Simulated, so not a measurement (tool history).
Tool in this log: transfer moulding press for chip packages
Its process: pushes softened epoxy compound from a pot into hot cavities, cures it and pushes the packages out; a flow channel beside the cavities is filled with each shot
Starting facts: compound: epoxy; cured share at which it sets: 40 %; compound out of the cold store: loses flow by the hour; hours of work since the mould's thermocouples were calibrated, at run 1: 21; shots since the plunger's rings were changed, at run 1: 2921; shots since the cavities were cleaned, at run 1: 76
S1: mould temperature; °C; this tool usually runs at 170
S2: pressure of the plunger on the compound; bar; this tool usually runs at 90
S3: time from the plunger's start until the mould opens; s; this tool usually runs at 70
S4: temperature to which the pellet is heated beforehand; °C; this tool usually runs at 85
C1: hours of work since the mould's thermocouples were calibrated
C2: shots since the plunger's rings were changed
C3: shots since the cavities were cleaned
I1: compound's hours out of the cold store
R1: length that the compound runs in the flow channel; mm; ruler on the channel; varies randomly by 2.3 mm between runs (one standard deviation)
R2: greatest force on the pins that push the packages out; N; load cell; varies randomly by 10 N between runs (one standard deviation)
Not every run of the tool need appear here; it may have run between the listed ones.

run,hour,S1,S2,S3,S4,C1,C2,C3,I1,R1,R2
1,0,170,90,70,85,21,2921,76,43.7,739,503
2,5.4,170,68.8,70,85,25,3013,168,22.6,705,612
3,10.9,170,68.8,70,85,29,3108,263,46.1,635,597
4,18.1,169,68.8,70,85,34,3232,387,44.4,644,735
5,24.1,169,68.8,70,85,39,3334,489,20.3,710,820
6,28.4,169,68.8,70,85,42,3408,563,19.8,711,828
# hour 35: plunger's sealing rings changed
7,37.5,169,68.8,70,85,46,43,677,38.9,679,838
8,41.8,169,68.8,70,85,49,117,751,15.3,750,919
# hour 51.6: cavities cleaned with cleaning compound and waxed
9,51.9,169,68.8,70,85,55,264,3,22,728,512
10,61.4,169,68.8,70,85,62,428,167,36.9,683,615
11,65.3,170,104.7,70,85,65,496,235,25.2,890,621
12,71.1,170,104.7,70,85,69,596,335,33.6,851,672
# hour 73.9: mould's thermocouples calibrated
13,81.1,170,104.7,70,85,5,732,471,29,867,727
14,87.6,170,104.7,70,85,10,845,584,37.4,835,762
15,92.4,178,101.8,70,75,13,927,666,35.2,812,593
16,99.4,173,77.1,100,87,18,1047,786,34,716,610
# hour 106.9: cavities cleaned with cleaning compound and waxed
17,109.6,166,77.1,100,92,24,1197,46,17,787,386

Run 18 is up next; what results do you expect?
# hour 113.7: mould's thermocouples calibrated, once more
18,121.1,173,90,70,85,5,1359,208,45.3,?,?

R1: 739 mm
R2: 529 N
Without the tool's hidden state the same run would have given R1 752 mm, R2 396 N.
